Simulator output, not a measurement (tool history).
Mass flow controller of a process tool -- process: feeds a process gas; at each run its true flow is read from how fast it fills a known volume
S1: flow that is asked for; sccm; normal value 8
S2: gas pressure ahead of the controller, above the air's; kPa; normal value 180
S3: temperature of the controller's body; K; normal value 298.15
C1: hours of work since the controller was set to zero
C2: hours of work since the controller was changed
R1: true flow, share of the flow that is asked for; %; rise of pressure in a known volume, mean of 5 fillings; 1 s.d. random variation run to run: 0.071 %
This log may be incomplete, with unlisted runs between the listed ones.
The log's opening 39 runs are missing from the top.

run,hour,S1,S2,S3,C1,C2,R1
40,7441.2,4,234,296.15,749,6151,96.66
41,7679.5,3,261,295.15,865,6266,96.77
42,7884.9,19,261,298.15,965,6366,96.28
43,8087.4,19,261,298.15,1063,6464,96.17
44,8342.7,19,261,298.15,1187,6588,96.27
45,8572.0,19,261,298.15,1298,6700,96.08
46,8708.9,19,261,298.15,1365,6766,96.06
47,8934.1,6,261,298.15,1474,6875,96.08
48,9162.5,16,157,298.15,1585,6986,96.71

4 ways to go on from here, each from the tool as it stands after run 48. What would each give?
# hour 9188.9: controller exchanged for a calibrated one
A,9397.6,5,244,310.15,101,101,?
# hour 9188.9: controller exchanged for a calibrated one
B,9397.6,8,169,298.15,101,101,?
# hour 9188.9: controller exchanged for a calibrated one
C,9397.6,14,179,309.15,101,101,?
# hour 9188.9: controller exchanged for a calibrated one
D,9397.6,16,193,294.15,101,101,?

run,R1
A,98.42
B,99.52
C,99.19
D,99.73
The same runs, with their run-to-run variation unchanged, on a tool lacking any hidden condition would have given:
run,R1
A,98.50
B,99.64
C,99.33
D,99.88
